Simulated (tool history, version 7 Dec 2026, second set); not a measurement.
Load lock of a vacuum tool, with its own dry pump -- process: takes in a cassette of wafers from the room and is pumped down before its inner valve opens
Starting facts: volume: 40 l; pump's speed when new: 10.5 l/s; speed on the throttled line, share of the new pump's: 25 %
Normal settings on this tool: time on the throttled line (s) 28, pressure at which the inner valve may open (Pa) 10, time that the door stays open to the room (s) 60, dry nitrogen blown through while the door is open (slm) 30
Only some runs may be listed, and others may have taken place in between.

run    hour  time on the throttled line (s)  pressure at which the inner valve may open (Pa)  time that the door stays open to the room (s)  dry nitrogen blown through while the door is open (slm)  incoming humidity of the room's air, %  time from the closed door until the inner valve may open (s)  rise of the pressure with all valves shut (Pa/min)
  1       0                              28                                               10                                             60                                                       30                                    41.6                                                          59.5                                               0.049
  2   169.1                              28                                               10                                             60                                                       30                                    44.7                                                          58.6                                               0.054
  3   489.6                              29                                               10                                             60                                                       30                                    44.6                                                          60.6                                               0.064
  4   716.3                              29                                               10                                             60                                                       30                                    45.3                                                          59.4                                               0.068
  5   993.3                              28                                               10                                             60                                                       30                                    45.6                                                          58.5                                               0.076
  6  1396.6                              28                                               10                                             60                                                       30                                    43.2                                                          60.2                                               0.079
  7  1655.7                              28                                               10                                             60                                                       30                                    46.6                                                          60.1                                               0.094
  8  1866.8                              23                                               10                                            165                                                        5                                    45.6                                                          56.2                                               0.177
  9  2150.9                              23                                               10                                            165                                                        5                                    45.2                                                          55.8                                               0.174
 10    2361                              28                                                9                                            145                                                       30                                    47.8                                                          60.2                                               0.136
 11  2763.6                              28                                                9                                            145                                                       30                                    42.7                                                          60.5                                               0.138
 12  3054.6                              28                                               10                                            111                                                       30                                    46.6                                                          59.5                                               0.146
 13  3463.6                              34                                               10                                             30                                                       30                                    42.1                                                          64.2                                               0.138
 14  3722.3                              25                                                8                                             30                                                       30                                    41.9                                                          58.5                                               0.145

Forecast each of these 3 alternatives for the next run:
  A  3966.8                              25                                                8                                             94                                                       38                                    46.5                                                             ?                                                   ?
  B  3966.8                              25                                               13                                             26                                                       36                                      45                                                             ?                                                   ?
  C  3966.8                              24                                                7                                             30                                                       30                                    46.3                                                             ?                                                   ?

run  time from the closed door until the inner valve may open (s)  rise of the pressure with all valves shut (Pa/min)
  A                                                          59.4                                                0.17
  B                                                          56.6                                               0.154
  C                                                          58.9                                               0.161
Take away the tool's hidden state, keep each run's random variation, and the runs would have read:
run  time from the closed door until the inner valve may open (s)  rise of the pressure with all valves shut (Pa/min)
  A                                                          55.6                                               0.048
  B                                                          53.1                                               0.032
  C                                                          55.1                                               0.039
